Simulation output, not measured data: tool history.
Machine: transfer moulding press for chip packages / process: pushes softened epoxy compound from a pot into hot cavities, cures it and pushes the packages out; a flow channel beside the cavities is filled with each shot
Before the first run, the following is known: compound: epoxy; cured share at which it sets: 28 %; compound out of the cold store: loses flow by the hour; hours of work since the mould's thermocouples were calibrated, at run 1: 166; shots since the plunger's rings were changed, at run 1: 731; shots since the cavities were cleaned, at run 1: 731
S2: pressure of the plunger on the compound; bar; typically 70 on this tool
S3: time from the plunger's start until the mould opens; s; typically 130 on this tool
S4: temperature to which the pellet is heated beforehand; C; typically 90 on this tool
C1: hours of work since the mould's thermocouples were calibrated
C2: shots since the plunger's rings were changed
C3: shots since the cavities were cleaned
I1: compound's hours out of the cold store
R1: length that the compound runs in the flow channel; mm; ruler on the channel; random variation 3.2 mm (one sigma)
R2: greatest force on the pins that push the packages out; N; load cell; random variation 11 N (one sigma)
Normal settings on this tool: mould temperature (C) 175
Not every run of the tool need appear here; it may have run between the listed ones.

run 1 hour=0 | mould_temperature_(C)=175 S2=70 S3=130 S4=90 | C1=166 C2=731 C3=731 | I1=47.3 | R1=793 R2=616
run 2 hour=21.1 | mould_temperature_(C)=175 S2=70 S3=130 S4=90 | C1=180 C2=931 C3=931 | I1=33.9 | R1=838 R2=667
run 3 hour=34.4 | mould_temperature_(C)=172 S2=70 S3=130 S4=90 | C1=190 C2=1057 C3=1057 | I1=42.9 | R1=807 R2=787
-- hour=38.5 cavities cleaned with cleaning compound and waxed
run 4 hour=55.2 | mould_temperature_(C)=172 S2=70 S3=130 S4=90 | C1=203 C2=1239 C3=158 | I1=15.1 | R1=921 R2=700
run 5 hour=65.7 | mould_temperature_(C)=172 S2=70 S3=130 S4=90 | C1=210 C2=1338 C3=257 | I1=24.8 | R1=879 R2=699
run 6 hour=86.5 | mould_temperature_(C)=175 S2=70 S3=130 S4=90 | C1=225 C2=1535 C3=454 | I1=36.5 | R1=823 R2=605
run 7 hour=96.3 | mould_temperature_(C)=177 S2=70 S3=130 S4=90 | C1=231 C2=1628 C3=547 | I1=32.6 | R1=832 R2=571
run 8 hour=112.6 | mould_temperature_(C)=177 S2=70 S3=159 S4=90 | C1=243 C2=1782 C3=701 | I1=10.8 | R1=914 R2=561
run 9 hour=122.8 | mould_temperature_(C)=177 S2=70 S3=159 S4=90 | C1=250 C2=1878 C3=797 | I1=9.7 | R1=919 R2=547
run 10 hour=142.5 | mould_temperature_(C)=175 S2=70 S3=130 S4=90 | C1=263 C2=2065 C3=984 | I1=12.8 | R1=907 R2=699
-- hour=154.8 cavities cleaned with cleaning compound and waxed
run 11 hour=160.7 | mould_temperature_(C)=175 S2=70 S3=130 S4=90 | C1=275 C2=2223 C3=56 | I1=26.4 | R1=850 R2=521
run 12 hour=179.7 | mould_temperature_(C)=175 S2=70 S3=130 S4=90 | C1=288 C2=2402 C3=235 | I1=17.9 | R1=886 R2=587
run 13 hour=202.3 | mould_temperature_(C)=178 S2=70 S3=130 S4=90 | C1=304 C2=2616 C3=449 | I1=41.9 | R1=780 R2=550
run 14 hour=221 | mould_temperature_(C)=175 S2=60.5 S3=130 S4=90 | C1=317 C2=2793 C3=626 | I1=31.4 | R1=770 R2=640
run 15 hour=230.6 | mould_temperature_(C)=174 S2=60.5 S3=137 S4=90 | C1=324 C2=2884 C3=717 | I1=37.6 | R1=744 R2=614
-- hour=248.4 plunger's sealing rings changed
run 16 hour=255.6 | mould_temperature_(C)=167 S2=70 S3=113 S4=90 | C1=339 C2=68 C3=930 | I1=37.9 | R1=859 R2=1416
run 17 hour=268.8 | mould_temperature_(C)=177 S2=52.4 S3=154 S4=90 | C1=348 C2=192 C3=1054 | I1=13.3 | R1=807 R2=597
-- hour=273.7 cavities cleaned with cleaning compound and waxed
run 18 hour=281.8 | mould_temperature_(C)=172 S2=52.4 S3=164 S4=90 | C1=356 C2=301 C3=76 | I1=22 | R1=786 R2=440
run 19 hour=293.6 | mould_temperature_(C)=172 S2=52.4 S3=164 S4=90 | C1=364 C2=413 C3=188 | I1=29.3 | R1=751 R2=501
run 20 hour=304.2 | mould_temperature_(C)=175 S2=70 S3=130 S4=85 | C1=372 C2=513 C3=288 | I1=40.1 | R1=825 R2=576
run 21 hour=325.9 | mould_temperature_(C)=168 S2=81.2 S3=125 S4=84 | C1=387 C2=718 C3=493 | I1=26.5 | R1=963 R2=1029
run 22 hour=335.8 | mould_temperature_(C)=177 S2=62.1 S3=165 S4=96 | C1=394 C2=812 C3=587 | I1=30.8 | R1=797 R2=538
run 23 hour=345.6 | mould_temperature_(C)=177 S2=62.1 S3=118 S4=96 | C1=400 C2=905 C3=680 | I1=31.6 | R1=799 R2=656
run 24 hour=367.3 | mould_temperature_(C)=178 S2=69.6 S3=134 S4=90 | C1=416 C2=1111 C3=886 | I1=36.1 | R1=824 R2=553
run 25 hour=385.1 | mould_temperature_(C)=171 S2=52.9 S3=134 S4=100 | C1=428 C2=1278 C3=1053 | I1=47.9 | R1=690 R2=749
-- hour=390.4 cavities cleaned with cleaning compound and waxed
run 26 hour=406.1 | mould_temperature_(C)=169 S2=52.9 S3=146 S4=100 | C1=441 C2=1463 C3=149 | I1=8.4 | R1=840 R2=632
run 27 hour=420.4 | mould_temperature_(C)=169 S2=52.9 S3=146 S4=100 | C1=451 C2=1598 C3=284 | I1=35.4 | R1=732 R2=630
run 28 hour=432.7 | mould_temperature_(C)=174 S2=77.5 S3=146 S4=100 | C1=460 C2=1715 C3=401 | I1=23.4 | R1=925 R2=557

Here are 4 independent what-if runs from the current tool condition. What would each one return?
run A hour=444.3 | mould_temperature_(C)=174 S2=63.8 S3=146 S4=81 | C1=468 C2=1824 C3=510 | I1=28.4 | R1=? R2=?
run B hour=444.3 | mould_temperature_(C)=174 S2=52.2 S3=146 S4=100 | C1=468 C2=1824 C3=510 | I1=26.6 | R1=? R2=?
run C hour=444.3 | mould_temperature_(C)=177 S2=77.5 S3=137 S4=89 | C1=468 C2=1824 C3=510 | I1=19.9 | R1=? R2=?
run D hour=444.3 | mould_temperature_(C)=175 S2=70 S3=130 S4=82 | C1=468 C2=1824 C3=510 | I1=11.7 | R1=? R2=?

run=A R1=813 R2=588
run=B R1=744 R2=571
run=C R1=929 R2=563
run=D R1=925 R2=630
With no hidden state in the tool, these same runs would have given:
run=A R1=840 R2=470
run=B R1=768 R2=456
run=C R1=959 R2=450
run=D R1=956 R2=512
